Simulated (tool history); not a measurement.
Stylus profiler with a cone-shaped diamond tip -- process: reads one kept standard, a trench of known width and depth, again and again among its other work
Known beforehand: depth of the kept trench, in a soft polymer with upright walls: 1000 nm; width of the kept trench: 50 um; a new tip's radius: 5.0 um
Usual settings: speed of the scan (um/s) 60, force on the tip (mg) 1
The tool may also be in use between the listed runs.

| run | day | speed of the scan (um/s) | force on the tip (mg) | depth of the trench (angstrom) | width of the trench's floor (nm) |
|---|---|---|---|---|---|
| 1 | 0 | 60 | 1 | 10034.5 | 43810 |
| 2 | 2.088 | 60 | 0.66 | 10029.4 | 43750 |
| 3 | 3.988 | 60 | 0.97 | 10034.9 | 43810 |
| 4 | 6.479 | 60 | 1.29 | 10040.3 | 43810 |
| 5 | 8.425 | 60 | 0.5 | 10024.7 | 43750 |
| 6 | 11.279 | 60 | 0.5 | 10021.9 | 43750 |
| 7 | 12.883 | 60 | 1 | 10038.4 | 43800 |
| 8 | 15.092 | 60 | 1 | 10034.5 | 43870 |
| 9 | 17.938 | 70 | 0.41 | 10017.9 | 43630 |
| 10 | 19.638 | 100 | 2.86 | 10069.1 | 43800 |
| 11 | 22.296 | 28 | 2.86 | 10070.1 | 43900 |
| 12 | 24.225 | 67 | 0.42 | 10021.4 | 43640 |
| 13 | 26.221 | 24 | 1.07 | 10039.5 | 43910 |
|  | 26.875 | height scale calibrated on a step standard |
| 14 | 27.796 | 24 | 1.07 | 10035.1 | 43900 |
| 15 | 29.5 | 23 | 1.32 | 10040.4 | 43910 |

3 options for the next run, each taken on its own from the tool as it stands now. Forecast them:
| A | 32.196 | 108 | 0.83 | ? | ? |
| B | 32.196 | 54 | 0.4 | ? | ? |
| C | 32.196 | 86 | 0.43 | ? | ? |

| run | depth of the trench (angstrom) | width of the trench's floor (nm) |
|---|---|---|
| A | 10031.6 | 43600 |
| B | 10018.7 | 43680 |
| C | 10022.9 | 43610 |
Stripped of hidden state, with their random variation kept, the same runs would have yielded:
| run | depth of the trench (angstrom) | width of the trench's floor (nm) |
|---|---|---|
| A | 10031.6 | 43620 |
| B | 10018.7 | 43700 |
| C | 10022.9 | 43620 |
